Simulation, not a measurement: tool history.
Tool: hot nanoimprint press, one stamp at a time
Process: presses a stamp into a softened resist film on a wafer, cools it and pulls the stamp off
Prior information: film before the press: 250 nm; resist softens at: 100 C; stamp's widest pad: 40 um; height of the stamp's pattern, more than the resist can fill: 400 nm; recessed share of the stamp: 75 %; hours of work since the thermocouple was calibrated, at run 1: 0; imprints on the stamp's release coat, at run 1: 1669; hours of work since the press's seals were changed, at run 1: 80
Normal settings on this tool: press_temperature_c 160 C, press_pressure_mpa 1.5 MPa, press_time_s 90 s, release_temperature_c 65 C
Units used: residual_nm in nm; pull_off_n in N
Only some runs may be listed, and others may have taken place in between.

run	hour	press_temperature_c	press_pressure_mpa	press_time_s	release_temperature_c	hours of work since the thermocouple was calibrated	imprints on the stamp's release coat	hours of work since the press's seals were changed	residual_nm	pull_off_n
1	0	160	1.5	90	65	0	1669	80	125	211
2	29.6	153	1.5	90	65	18	1727	98	157.2	217
# hour 56.4: stamp cleaned and given a new release coat
3	66.2	153	1.5	90	65	37	19	117	158.9	168
4	89.3	153	1.5	90	65	51	65	131	158.1	171
5	105.3	153	1.5	90	65	60	97	140	159.7	173
6	136.2	153	1.5	149	65	79	157	159	136.3	170
7	164.2	153	1.5	149	65	96	212	176	138.1	173
8	185.7	160	1.5	90	65	109	255	189	125.1	180
9	210.6	160	1.5	90	65	125	304	205	127.3	170
10	226	160	1.5	90	65	134	334	214	124.9	176
11	243.2	160	1.5	54	65	144	368	224	151	184
12	269.4	160	1.5	54	65	160	420	240	149.2	184
13	293.7	160	1.5	54	65	175	467	255	148.5	176
14	319.4	160	1.5	54	65	191	518	271	150.8	189
15	339	160	1.5	54	65	203	557	283	150.5	191
16	368.5	160	1.5	54	65	221	615	301	149.1	192
17	389	160	1.5	90	61	233	655	313	128.5	210
18	411.5	161	1.5	90	58	247	699	327	122.2	222
19	430.3	160	1.5	142	65	258	736	338	110.1	193
20	446.6	150	1.5	90	70	268	768	348	179.5	167
21	475.8	152	1.39	69	68	286	826	366	182.1	185
22	489.4	168	1.5	90	65	294	853	374	96.8	194
23	513.5	168	1.5	90	65	309	900	389	95.4	194
24	535.6	169	1.29	57	68	322	944	402	119.6	186
25	555.1	158	1.5	90	65	334	982	414	139.3	204

Run 26, settings as shown, results not yet in. Your forecast:
26	580.8	160	1.05	75	54	350	1033	430	?	?

residual_nm: 158.5 nm
pull_off_n: 277 N
The same run, on a tool lacking any hidden state, would have yielded residual_nm 150.4 nm, pull_off_n 231 N.

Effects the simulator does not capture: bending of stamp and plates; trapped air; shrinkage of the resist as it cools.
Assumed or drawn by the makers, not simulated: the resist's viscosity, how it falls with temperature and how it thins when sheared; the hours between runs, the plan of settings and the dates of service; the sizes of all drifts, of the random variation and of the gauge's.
